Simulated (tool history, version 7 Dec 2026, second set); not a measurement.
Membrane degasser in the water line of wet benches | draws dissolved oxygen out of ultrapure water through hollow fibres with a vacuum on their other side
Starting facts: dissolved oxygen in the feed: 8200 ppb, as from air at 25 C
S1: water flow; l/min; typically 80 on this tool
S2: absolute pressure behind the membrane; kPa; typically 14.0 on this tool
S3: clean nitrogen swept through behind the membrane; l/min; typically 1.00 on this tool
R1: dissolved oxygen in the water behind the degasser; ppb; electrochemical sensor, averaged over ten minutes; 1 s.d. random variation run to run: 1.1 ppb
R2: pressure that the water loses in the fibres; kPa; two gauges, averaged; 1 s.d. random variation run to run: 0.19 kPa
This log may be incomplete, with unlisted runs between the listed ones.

| run | day | S1 | S2 | S3 | R1 | R2 |
|---|---|---|---|---|---|---|
| 1 | 0.000 | 80 | 14.0 | 1.00 | 1288.1 | 37.12 |
| 2 | 1.421 | 80 | 14.0 | 0.77 | 1503.1 | 37.56 |
| 3 | 3.567 | 80 | 14.0 | 0.77 | 1500.7 | 37.52 |
| 4 | 4.633 | 80 | 14.0 | 1.00 | 1288.7 | 37.29 |
| 5 | 6.342 | 80 | 14.0 | 1.00 | 1287.5 | 37.29 |
| 6 | 8.629 | 80 | 14.0 | 1.00 | 1288.0 | 37.20 |
| 7 | 10.171 | 80 | 14.0 | 1.00 | 1287.4 | 37.44 |
| 8 | 11.433 | 100 | 14.0 | 1.00 | 1478.3 | 47.13 |
| 9 | 13.592 | 80 | 14.0 | 1.00 | 1289.4 | 37.18 |
| 10 | 15.446 | 80 | 14.0 | 0.43 | 2009.5 | 37.21 |
| 11 | 17.154 | 80 | 14.0 | 0.47 | 1934.0 | 37.22 |
|  | 17.346 | vacuum gauge calibrated |
| 12 | 19.446 | 80 | 22.2 | 1.00 | 2071.6 | 37.52 |
|  | 21.471 | vacuum gauge calibrated, once more |
| 13 | 21.888 | 80 | 22.2 | 1.00 | 2077.3 | 37.25 |
| 14 | 24.138 | 80 | 22.2 | 1.00 | 2075.5 | 37.06 |
| 15 | 25.546 | 80 | 11.1 | 0.42 | 1550.6 | 37.39 |
| 16 | 27.083 | 86 | 25.2 | 0.64 | 3044.3 | 40.31 |
| 17 | 29.217 | 58 | 11.5 | 1.24 | 706.5 | 27.12 |

What will run 18 give?
| 18 | 30.892 | 80 | 11.5 | 0.41 | ? | ? |

{"run 18": {"R1": 1636.5, "R2": 37.38}}
With the hidden condition absent and the run-to-run variation left alone, this run would have shown R1 1642.7 ppb, R2 37.09 kPa.
